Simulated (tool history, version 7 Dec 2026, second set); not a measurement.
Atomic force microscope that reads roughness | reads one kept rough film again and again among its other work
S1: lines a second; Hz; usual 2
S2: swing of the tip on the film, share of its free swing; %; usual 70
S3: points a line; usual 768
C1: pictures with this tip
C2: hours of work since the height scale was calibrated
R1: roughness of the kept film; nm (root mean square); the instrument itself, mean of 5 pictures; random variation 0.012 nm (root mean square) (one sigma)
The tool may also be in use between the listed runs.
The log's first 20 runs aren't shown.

{"run": 21, "hour": 170.4, "S1": 2, "S2": 70, "S3": 838, "C1": 194, "C2": 390, "R1": 2.402}
{"run": 22, "hour": 177.7, "S1": 1.81, "S2": 70, "S3": 397, "C1": 208, "C2": 394, "R1": 2.381}
{"run": 23, "hour": 183.5, "S1": 1.56, "S2": 77, "S3": 397, "C1": 219, "C2": 398, "R1": 2.334}
{"run": 24, "hour": 194.2, "S1": 0.81, "S2": 67, "S3": 984, "C1": 238, "C2": 405, "R1": 2.396}
{"run": 25, "hour": 200.5, "S1": 2.87, "S2": 64, "S3": 354, "C1": 250, "C2": 409, "R1": 2.28}
{"run": 26, "hour": 205.7, "S1": 2.27, "S2": 70, "S3": 768, "C1": 260, "C2": 412, "R1": 2.278}
{"run": 27, "hour": 211.7, "S1": 0.62, "S2": 70, "S3": 359, "C1": 271, "C2": 416, "R1": 2.322}
{"run": 28, "hour": 216.5, "S1": 0.62, "S2": 67, "S3": 359, "C1": 280, "C2": 419, "R1": 2.308}
{"run": 29, "hour": 227.6, "S1": 1.72, "S2": 86, "S3": 742, "C1": 300, "C2": 426, "R1": 2.118}
{"run": 30, "hour": 232.5, "S1": 1.06, "S2": 59, "S3": 742, "C1": 309, "C2": 429, "R1": 2.292}

Forecast each of these 5 alternatives for the next run:
{"run": "A", "hour": 243.9, "S1": 2.52, "S2": 59, "S3": 357, "C1": 331, "C2": 436, "R1": "?"}
{"run": "B", "hour": 243.9, "S1": 1.06, "S2": 59, "S3": 812, "C1": 331, "C2": 436, "R1": "?"}
{"run": "C", "hour": 243.9, "S1": 1.69, "S2": 62, "S3": 542, "C1": 331, "C2": 436, "R1": "?"}
{"run": "D", "hour": 243.9, "S1": 1.61, "S2": 78, "S3": 440, "C1": 331, "C2": 436, "R1": "?"}
{"run": "E", "hour": 243.9, "S1": 2.75, "S2": 70, "S3": 509, "C1": 331, "C2": 436, "R1": "?"}

run=A R1=2.209
run=B R1=2.279
run=C R1=2.242
run=D R1=2.144
run=E R1=2.149
Without the tool's hidden state the same runs would have given:
run=A R1=2.886
run=B R1=2.977
run=C R1=2.928
run=D R1=2.798
run=E R1=2.808

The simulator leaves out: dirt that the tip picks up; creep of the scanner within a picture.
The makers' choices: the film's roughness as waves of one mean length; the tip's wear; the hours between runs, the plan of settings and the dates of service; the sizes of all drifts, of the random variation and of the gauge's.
